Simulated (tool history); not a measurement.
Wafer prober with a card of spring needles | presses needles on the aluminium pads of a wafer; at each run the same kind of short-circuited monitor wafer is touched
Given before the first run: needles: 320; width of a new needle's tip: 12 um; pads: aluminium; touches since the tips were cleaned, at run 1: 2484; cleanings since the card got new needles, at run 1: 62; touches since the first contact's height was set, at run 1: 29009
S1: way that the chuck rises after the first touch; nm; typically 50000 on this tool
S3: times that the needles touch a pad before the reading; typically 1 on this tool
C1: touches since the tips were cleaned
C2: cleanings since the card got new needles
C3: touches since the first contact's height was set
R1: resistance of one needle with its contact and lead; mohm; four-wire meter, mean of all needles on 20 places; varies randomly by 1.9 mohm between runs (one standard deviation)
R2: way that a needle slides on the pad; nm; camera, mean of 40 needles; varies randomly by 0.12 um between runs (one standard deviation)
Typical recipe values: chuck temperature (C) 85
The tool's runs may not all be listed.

Run 1, hour 0.0: usual settings; C1 2484; C2 62; C3 29009. Result: R1 255 mohm, R2 9090 nm.
At hour 3.8: tips cleaned on abrasive film.
At hour 13.2: tips cleaned on abrasive film.
At hour 22.5: tips cleaned on abrasive film.
At hour 32.0: tips cleaned on abrasive film.
Run 2, hour 33.5: usual settings; C1 766; C2 66; C3 45738. Result: R1 229 mohm, R2 9030 nm.
At hour 41.1: tips cleaned on abrasive film.
At hour 50.4: tips cleaned on abrasive film.
At hour 59.7: tips cleaned on abrasive film.
At hour 68.7: tips cleaned on abrasive film.
Run 3, hour 70.0: usual settings but chuck temperature (C) 45; C1 632; C2 70; C3 64006. Result: R1 215 mohm, R2 9170 nm.
At hour 77.6: tips cleaned on abrasive film.
At hour 86.8: tips cleaned on abrasive film.
At hour 96.3: tips cleaned on abrasive film.
Run 4, hour 100.0: usual settings but chuck temperature (C) 45; C1 1882; C2 73; C3 79027. Result: R1 241 mohm, R2 9000 nm.
At hour 105.5: tips cleaned on abrasive film.
At hour 114.8: tips cleaned on abrasive film.
At hour 124.2: tips cleaned on abrasive film.
Run 5, hour 126.9: usual settings but chuck temperature (C) 45; C1 1326; C2 76; C3 92473. Result: R1 239 mohm, R2 8790 nm.
At hour 132.3: tips cleaned on abrasive film.
At hour 139.9: tips cleaned on abrasive film.
At hour 149.3: tips cleaned on abrasive film.
At hour 158.7: tips cleaned on abrasive film.
Run 6, hour 162.8: usual settings but chuck temperature (C) 45; C1 2042; C2 80; C3 110434. Result: R1 255 mohm, R2 8820 nm.
At hour 166.6: tips cleaned on abrasive film.
At hour 176.0: tips cleaned on abrasive film.
At hour 185.4: tips cleaned on abrasive film.
At hour 193.0: tips cleaned on abrasive film.
Run 7, hour 196.1: usual settings; C1 1577; C2 84; C3 127102. Result: R1 253 mohm, R2 8790 nm.
At hour 201.8: tips cleaned on abrasive film.
At hour 209.4: tips cleaned on abrasive film.
Run 8, hour 213.4: usual settings; C1 2024; C2 86; C3 135758. Result: R1 257 mohm, R2 8720 nm.
At hour 217.3: tips cleaned on abrasive film.
At hour 226.6: tips cleaned on abrasive film.
At hour 234.3: tips cleaned on abrasive film.
Run 9, hour 234.3: usual settings; C1 0; C2 89; C3 146169. Result: R1 214 mohm, R2 8940 nm.
At hour 243.8: tips cleaned on abrasive film.
At hour 253.2: tips cleaned on abrasive film.
At hour 260.8: tips cleaned on abrasive film.
Run 10, hour 266.1: usual settings; C1 2666; C2 92; C3 162098. Result: R1 281 mohm, R2 8880 nm.
At hour 269.7: tips cleaned on abrasive film.
At hour 279.1: tips cleaned on abrasive film.
At hour 288.6: tips cleaned on abrasive film.
At hour 296.2: tips cleaned on abrasive film.
Run 11, hour 302.4: usual settings; C1 3165; C2 96; C3 180282. Result: R1 292 mohm, R2 8440 nm.
At hour 304.4: tips cleaned on abrasive film.
At hour 313.9: tips cleaned on abrasive film.
At hour 323.1: tips cleaned on abrasive film.
At hour 332.4: tips cleaned on abrasive film.
At hour 341.6: tips cleaned on abrasive film.
Run 12, hour 342.4: usual settings but S3 2; C1 379; C2 101; C3 200240. Result: R1 221 mohm, R2 8710 nm.
At hour 350.0: tips cleaned on abrasive film.
At hour 359.4: tips cleaned on abrasive film.
Run 13, hour 360.7: usual settings but S1 37000 nm; C1 646; C2 103; C3 209400. Result: R1 274 mohm, R2 5880 nm.
At hour 368.3: tips cleaned on abrasive film.
At hour 377.7: tips cleaned on abrasive film.
At hour 386.8: tips cleaned on abrasive film.
At hour 396.0: tips cleaned on abrasive film.
Run 14, hour 399.4: usual settings but S1 37000 nm; C1 1730; C2 107; C3 228786. Result: R1 328 mohm, R2 5880 nm.
At hour 405.1: tips cleaned on abrasive film.
At hour 412.7: tips cleaned on abrasive film.
Run 15, hour 417.6: usual settings but S1 43000 nm, chuck temperature (C) 28; C1 2467; C2 109; C3 237885. Result: R1 310 mohm, R2 6930 nm.
At hour 421.4: tips cleaned on abrasive film.
At hour 423.6: height of the first contact set anew.
At hour 429.3: tips cleaned on abrasive film.
At hour 438.6: tips cleaned on abrasive film.
At hour 446.2: tips cleaned on abrasive film.
Run 16, hour 452.1: usual settings but S1 47000 nm, chuck temperature (C) 27, S3 2; C1 2976; C2 113; C3 14245. Result: R1 278 mohm, R2 6800 nm.
At hour 454.0: tips cleaned on abrasive film.
At hour 461.6: tips cleaned on abrasive film.
At hour 471.0: tips cleaned on abrasive film.
At hour 478.5: tips cleaned on abrasive film.
At hour 486.1: tips cleaned on abrasive film.
Run 17, hour 492.2: usual settings but S1 33000 nm, chuck temperature (C) 52, S3 2; C1 3090; C2 118; C3 34316. Result: R1 410 mohm, R2 4400 nm.
At hour 494.1: tips cleaned on abrasive film.
At hour 503.5: tips cleaned on abrasive film.
At hour 513.0: tips cleaned on abrasive film.
At hour 521.0: tips cleaned on abrasive film.
Run 18, hour 521.0: usual settings but S1 33000 nm, chuck temperature (C) 52, S3 2; C1 0; C2 122; C3 48664. Result: R1 249 mohm, R2 4090 nm.
At hour 530.3: tips cleaned on abrasive film.
At hour 539.7: tips cleaned on abrasive film.
At hour 548.9: tips cleaned on abrasive film.
Run 19, hour 553.6: usual settings but S3 3; C1 2365; C2 125; C3 65011. Result: R1 254 mohm, R2 7280 nm.
At hour 557.5: tips cleaned on abrasive film.
At hour 565.1: tips cleaned on abrasive film.
Run 20, hour 572.4: usual settings but chuck temperature (C) 64; C1 3732; C2 127; C3 74427. Result: R1 337 mohm, R2 7290 nm.
At hour 574.4: tips cleaned on abrasive film.
At hour 582.0: tips cleaned on abrasive film.
At hour 591.4: tips cleaned on abrasive film.
At hour 598.9: tips cleaned on abrasive film.
At hour 606.5: tips cleaned on abrasive film.
Run 21, hour 607.5: usual settings but chuck temperature (C) 64; C1 481; C2 132; C3 91905. Result: R1 244 mohm, R2 7350 nm.
At hour 615.1: tips cleaned on abrasive film.
At hour 624.5: tips cleaned on abrasive film.
At hour 634.0: tips cleaned on abrasive film.
At hour 643.3: tips cleaned on abrasive film.
Run 22, hour 645.5: usual settings but chuck temperature (C) 64; C1 1118; C2 136; C3 110931. Result: R1 294 mohm, R2 7350 nm.
At hour 649.5: height of the first contact set anew, once more.
At hour 651.5: tips cleaned on abrasive film.
At hour 659.1: tips cleaned on abrasive film.
At hour 668.6: tips cleaned on abrasive film.
At hour 678.0: tips cleaned on abrasive film.
Run 23, hour 679.8: usual settings but S1 69000 nm, chuck temperature (C) 108; C1 947; C2 140; C3 15126. Result: R1 231 mohm, R2 12920 nm.
At hour 687.4: tips cleaned on abrasive film.
At hour 696.8: tips cleaned on abrasive film.
Run 24, hour 697.8: usual settings but S1 69000 nm, chuck temperature (C) 108; C1 531; C2 142; C3 24120. Result: R1 221 mohm, R2 12580 nm.
At hour 705.4: tips cleaned on abrasive film.
At hour 713.0: tips cleaned on abrasive film.
At hour 720.7: tips cleaned on abrasive film.
Run 25, hour 720.7: usual settings but S1 69000 nm, chuck temperature (C) 108; C1 0; C2 145; C3 35554. Result: R1 210 mohm, R2 12640 nm.
At hour 728.3: tips cleaned on abrasive film.
At hour 737.8: tips cleaned on abrasive film.
At hour 747.3: tips cleaned on abrasive film.
Run 26, hour 750.4: usual settings but S1 38000 nm, chuck temperature (C) 37; C1 1596; C2 148; C3 50421. Result: R1 316 mohm, R2 6950 nm.

Estimate the outcome of run 27 from the log above:
At hour 755.9: tips cleaned on abrasive film.
At hour 765.4: tips cleaned on abrasive film.
At hour 774.5: tips cleaned on abrasive film.
At hour 782.1: tips cleaned on abrasive film.
Run 27, hour 782.9: usual settings but S1 38000 nm, chuck temperature (C) 37; C1 385; C2 152; C3 66636. Result: R1 ?, R2 ?.

{"run 27": {"R1": 258, "R2": 6820}}
The same run, on a tool lacking any hidden state, would have yielded R1 197 mohm, R2 7160 nm.
